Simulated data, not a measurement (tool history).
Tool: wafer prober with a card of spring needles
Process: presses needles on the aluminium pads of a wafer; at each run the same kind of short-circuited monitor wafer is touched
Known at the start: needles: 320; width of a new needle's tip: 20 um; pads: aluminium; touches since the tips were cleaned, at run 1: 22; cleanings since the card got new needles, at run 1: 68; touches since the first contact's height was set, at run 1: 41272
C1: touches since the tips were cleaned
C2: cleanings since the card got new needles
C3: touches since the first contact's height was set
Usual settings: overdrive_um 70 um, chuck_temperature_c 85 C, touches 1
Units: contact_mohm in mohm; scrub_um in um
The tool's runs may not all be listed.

{"run": 1, "day": 0.0, "overdrive_um": 70, "chuck_temperature_c": 85, "touches": 1, "C1": 22, "C2": 68, "C3": 41272, "contact_mohm": 121, "scrub_um": 19.45}
{"day": 0.712, "done": "tips cleaned on abrasive film"}
{"day": 1.362, "done": "tips cleaned on abrasive film"}
{"run": 2, "day": 1.812, "overdrive_um": 70, "chuck_temperature_c": 85, "touches": 1, "C1": 3851, "C2": 70, "C3": 56661, "contact_mohm": 121, "scrub_um": 19.5}
{"day": 2.121, "done": "tips cleaned on abrasive film"}
{"day": 2.758, "done": "tips cleaned on abrasive film"}
{"run": 3, "day": 3.083, "overdrive_um": 69, "chuck_temperature_c": 85, "touches": 1, "C1": 2781, "C2": 72, "C3": 67411, "contact_mohm": 121, "scrub_um": 19.06}
{"day": 3.421, "done": "tips cleaned on abrasive film"}
{"day": 4.117, "done": "tips cleaned on abrasive film"}
{"day": 4.842, "done": "tips cleaned on abrasive film"}
{"run": 4, "day": 4.842, "overdrive_um": 70, "chuck_temperature_c": 85, "touches": 1, "C1": 0, "C2": 75, "C3": 82304, "contact_mohm": 120, "scrub_um": 19.55}
{"day": 5.454, "done": "tips cleaned on abrasive film"}
{"run": 5, "day": 5.662, "overdrive_um": 70, "chuck_temperature_c": 85, "touches": 1, "C1": 1774, "C2": 76, "C3": 89264, "contact_mohm": 119, "scrub_um": 19.4}
{"day": 6.088, "done": "tips cleaned on abrasive film"}
{"day": 6.733, "done": "tips cleaned on abrasive film"}
{"run": 6, "day": 7.033, "overdrive_um": 70, "chuck_temperature_c": 85, "touches": 2, "C1": 2579, "C2": 78, "C3": 100897, "contact_mohm": 120, "scrub_um": 19.34}
{"day": 7.342, "done": "tips cleaned on abrasive film"}
{"day": 7.992, "done": "tips cleaned on abrasive film"}
{"run": 7, "day": 8.517, "overdrive_um": 70, "chuck_temperature_c": 85, "touches": 2, "C1": 4478, "C2": 80, "C3": 113459, "contact_mohm": 119, "scrub_um": 19.44}
{"day": 8.608, "done": "tips cleaned on abrasive film"}
{"day": 9.338, "done": "tips cleaned on abrasive film"}
{"day": 10.012, "done": "tips cleaned on abrasive film"}
{"run": 8, "day": 10.4, "overdrive_um": 70, "chuck_temperature_c": 85, "touches": 2, "C1": 3296, "C2": 83, "C3": 129399, "contact_mohm": 123, "scrub_um": 19.5}

Run 9 comes next. What will it give?
{"day": 10.675, "done": "tips cleaned on abrasive film"}
{"day": 11.292, "done": "tips cleaned on abrasive film"}
{"day": 12.025, "done": "tips cleaned on abrasive film"}
{"run": 9, "day": 12.112, "overdrive_um": 77, "chuck_temperature_c": 41, "touches": 2, "C1": 718, "C2": 86, "C3": 143889, "contact_mohm": "?", "scrub_um": "?"}

contact_mohm: 112 mohm
scrub_um: 21.53 um
Without the tool's hidden state the same run would have given contact_mohm 112 mohm, scrub_um 21.30 um.
